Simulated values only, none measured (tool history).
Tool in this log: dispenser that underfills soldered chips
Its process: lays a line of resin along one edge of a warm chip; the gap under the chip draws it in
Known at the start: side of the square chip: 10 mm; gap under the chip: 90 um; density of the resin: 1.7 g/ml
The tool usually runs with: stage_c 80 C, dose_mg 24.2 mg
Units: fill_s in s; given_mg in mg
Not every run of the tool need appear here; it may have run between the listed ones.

| run | day | stage_c | dose_mg | fill_s | given_mg |
|---|---|---|---|---|---|
| 1 | 0 | 80 | 24.2 | 72.1 | 23.91 |
| 2 | 0.167 | 80 | 24.2 | 82.3 | 23.62 |
|  | 0.238 | new syringe of resin |
| 3 | 0.292 | 80 | 24.2 | 62.4 | 23.75 |
| 4 | 0.396 | 80 | 24.2 | 69.4 | 23.67 |
| 5 | 0.5 | 80 | 24.2 | 75.8 | 23.7 |
|  | 0.633 | new syringe of resin |
| 6 | 0.704 | 80 | 24.2 | 63 | 23.72 |
| 7 | 0.879 | 80 | 24.2 | 75.5 | 23.49 |
|  | 1.025 | new syringe of resin |
| 8 | 1.042 | 87 | 24.2 | 46.1 | 23.59 |
| 9 | 1.125 | 87 | 24.2 | 48.8 | 23.77 |
| 10 | 1.208 | 87 | 24.2 | 53.8 | 23.56 |
| 11 | 1.308 | 89 | 24.2 | 53.1 | 23.59 |
|  | 1.429 | new syringe of resin |
| 12 | 1.5 | 89 | 24.2 | 43 | 23.36 |
| 13 | 1.658 | 80 | 26.8 | 76 | 26.14 |
| 14 | 1.8 | 80 | 31.3 | 84.3 | 30.27 |
|  | 1.833 | new syringe of resin |
| 15 | 1.958 | 80 | 31.3 | 66.7 | 30.34 |
| 16 | 2.117 | 80 | 29.8 | 77.7 | 28.83 |
|  | 2.233 | new syringe of resin |
| 17 | 2.296 | 70 | 24.2 | 100.1 | 23.4 |
| 18 | 2.421 | 70 | 24.2 | 111.8 | 23.29 |
| 19 | 2.529 | 68 | 25.2 | 134 | 24.03 |
|  | 2.629 | new syringe of resin |
| 20 | 2.662 | 68 | 25.2 | 106.8 | 24.33 |
| 21 | 2.838 | 77 | 21.4 | 86.7 | 20.54 |
| 22 | 2.967 | 88 | 21.7 | 60.6 | 20.87 |
|  | 3.021 | new syringe of resin |
| 23 | 3.142 | 68 | 28.7 | 114.4 | 27.45 |

The next listed run, before its measurement:
| 24 | 3.262 | 80 | 26.9 | ? | ? |

fill_s: 74.4 s
given_mg: 25.83 mg
Minus the tool's unlogged condition, the same run would have read fill_s 55.9 s, given_mg 27.09 mg.
